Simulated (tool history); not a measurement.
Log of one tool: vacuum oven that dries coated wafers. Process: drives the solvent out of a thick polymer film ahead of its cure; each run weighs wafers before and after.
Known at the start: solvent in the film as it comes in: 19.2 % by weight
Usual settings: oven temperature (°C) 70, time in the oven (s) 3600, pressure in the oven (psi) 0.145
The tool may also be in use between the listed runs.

run,hour,oven temperature (°C),time in the oven (s),pressure in the oven (psi),solvent left in the film (%)
1,0,70,3600,0.145,1.71
2,17,70,3600,0.145,1.71
3,31.4,70,3600,0.145,1.7
4,48.6,70,3600,0.145,1.71
5,57,70,5640,0.145,1.11
6,69,70,5640,0.145,1.1
7,78.3,70,3600,0.145,1.69
8,87.6,70,3600,0.145,1.69
9,102.5,57,3600,0.145,4.52
10,117.7,57,3600,0.145,4.52
11,125.7,57,3600,0.145,4.49
12,144.8,57,3600,0.145,4.48
13,160.1,57,3600,0.145,4.47
14,170.4,59,3600,0.145,3.93
15,182.6,59,3600,0.145,3.92
16,199.8,59,3600,0.145,3.94
17,215.4,70,3600,0.145,1.7
18,229.3,70,3060,0.145,2.1
19,238.7,61,3600,0.145,3.41
20,252.2,61,3600,0.145,3.39
21,269.1,61,3600,0.145,3.4
22,283.9,61,3600,0.145,3.39
23,298.8,56,3600,0.145,4.74
24,317.8,56,3600,0.145,4.76
# hour 321.4: oven's thermocouples calibrated
25,334.3,56,3600,0.145,4.64
26,344.1,61,6180,0.116,1.6
27,357.2,61,2340,0.116,5.04
28,373.7,61,2340,0.116,5.05
# hour 386.8: oven's thermocouples calibrated, once more
29,388.5,85,2940,0.116,0.68
30,405.5,55,3600,0.145,5.79
31,421.4,70,3600,0.302,3.05
32,435.4,70,3600,0.302,3.08
33,454,59,3600,0.261,5.69
34,472.4,76,3600,0.331,2.23
35,485.9,70,6180,0.145,1.22
36,503,70,3600,0.457,4.09
37,511.6,70,3600,0.457,4.07
38,529.7,65,2220,0.218,5.61
39,541.3,56,3600,0.358,7.66
40,555.6,57,3600,0.106,4.75
41,564.9,81,3600,0.106,0.68
42,581.2,84,3600,0.261,1.17
43,599.5,67,6300,0.152,1.52
44,617.6,63,3240,0.419,6.12
45,629,76,3000,0.088,1.28
46,647.1,60,3600,0.389,6.44
47,663.3,60,3600,0.194,4.7
48,676.4,68,3600,0.454,4.55

Some steps in solvent left in the film (%) between neighbouring runs. How much of each would the tool show without its hidden state too (settings, what came in, random variation), and how much is left for the hidden state, with any gauge scatter that isn't in both results?
The hidden state here: true wafer temperature over the reading, C; true pressure over the reading, kPa; drift of the gauge itself on solvent_pct, %.
Run 25 -> 26: oven temperature (°C) 56 -> 61, time in the oven (s) 3600 -> 6180, pressure in the oven (psi) 0.145 -> 0.116. solvent left in the film (%) -3.04: hidden state +0.42, all else -3.46.
Run 26 -> 27: time in the oven (s) 6180 -> 2340. solvent left in the film (%) +3.44: hidden state -0.43, all else +3.87.
Run 28 -> 29: oven temperature (°C) 61 -> 85, time in the oven (s) 2340 -> 2940, oven's thermocouples calibrated, once more. solvent left in the film (%) -4.37: hidden state +0.74, all else -5.11.
Run 29 -> 30: oven temperature (°C) 85 -> 55, time in the oven (s) 2940 -> 3600, pressure in the oven (psi) 0.116 -> 0.145. solvent left in the film (%) +5.11: hidden state +0.1, all else +5.01.
Run 44 -> 45: oven temperature (°C) 63 -> 76, time in the oven (s) 3240 -> 3000, pressure in the oven (psi) 0.419 -> 0.088. solvent left in the film (%) -4.84: hidden state +0, all else -4.84.
Run 45 -> 46: oven temperature (°C) 76 -> 60, time in the oven (s) 3000 -> 3600, pressure in the oven (psi) 0.088 -> 0.389. solvent left in the film (%) +5.16: hidden state +0.01, all else +5.15.
